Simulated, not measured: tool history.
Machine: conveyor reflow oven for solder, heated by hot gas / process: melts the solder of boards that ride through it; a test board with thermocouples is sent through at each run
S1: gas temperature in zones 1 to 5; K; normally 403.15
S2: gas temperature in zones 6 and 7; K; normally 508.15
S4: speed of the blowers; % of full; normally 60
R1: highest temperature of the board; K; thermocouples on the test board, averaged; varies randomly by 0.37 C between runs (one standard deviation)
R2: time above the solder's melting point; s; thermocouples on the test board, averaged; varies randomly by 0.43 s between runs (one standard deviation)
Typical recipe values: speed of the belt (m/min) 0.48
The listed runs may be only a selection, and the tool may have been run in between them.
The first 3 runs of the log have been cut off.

Run 4, hour 266.3: usual settings. Result: R1 482.25 K, R2 54.4 s.
At hour 313.2: belt drive overhauled, speed set with a stopwatch.
Run 5, hour 350.2: usual settings. Result: R1 482.35 K, R2 54.3 s.
Run 6, hour 440.3: usual settings. Result: R1 482.45 K, R2 53 s.
At hour 448.1: belt drive overhauled, speed set with a stopwatch, once more.
Run 7, hour 529.2: usual settings. Result: R1 479.85 K, R2 50.3 s.
Run 8, hour 586: usual settings but S1 399.15 K. Result: R1 479.55 K, R2 47.6 s.
At hour 611.4: flux residue cleaned out of gas plates and filters.
Run 9, hour 646.1: usual settings but S1 399.15 K, speed of the belt (m/min) 0.388. Result: R1 489.15 K, R2 75.1 s.
Run 10, hour 713.7: usual settings but S1 399.15 K, speed of the belt (m/min) 0.388. Result: R1 489.25 K, R2 75.2 s.
Run 11, hour 772.4: usual settings but S1 399.15 K, speed of the belt (m/min) 0.388. Result: R1 488.85 K, R2 74.6 s.
Run 12, hour 809.4: usual settings but S1 399.15 K, speed of the belt (m/min) 0.388. Result: R1 488.65 K, R2 74.2 s.
Run 13, hour 877.6: usual settings but S1 399.15 K, speed of the belt (m/min) 0.388. Result: R1 488.55 K, R2 73.7 s.
Run 14, hour 929.2: usual settings but S1 414.15 K. Result: R1 483.85 K, R2 58.8 s.
Run 15, hour 968.6: usual settings but S1 414.15 K. Result: R1 484.35 K, R2 58.2 s.
At hour 1028.3: thermocouples of zones 6 and 7 changed.
Run 16, hour 1029.5: usual settings but S1 414.15 K. Result: R1 485.55 K, R2 59.4 s.
Run 17, hour 1080.7: usual settings but S1 414.15 K, speed of the belt (m/min) 0.435, S4 61 % of full. Result: R1 488.15 K, R2 71.1 s.

The next listed run, before its measurement:
At hour 1139.5: flux residue cleaned out of gas plates and filters.
Run 18, hour 1140.4: usual settings but S1 414.15 K, S2 511.15 K, speed of the belt (m/min) 0.443, S4 83 % of full. Result: R1 ?, R2 ?.

{"run 18": {"R1": 498.15, "R2": 80.2}}
Take away the tool's hidden state, keep the run-to-run variation as it was, and the same run would have given R1 498.35 K, R2 79.9 s.
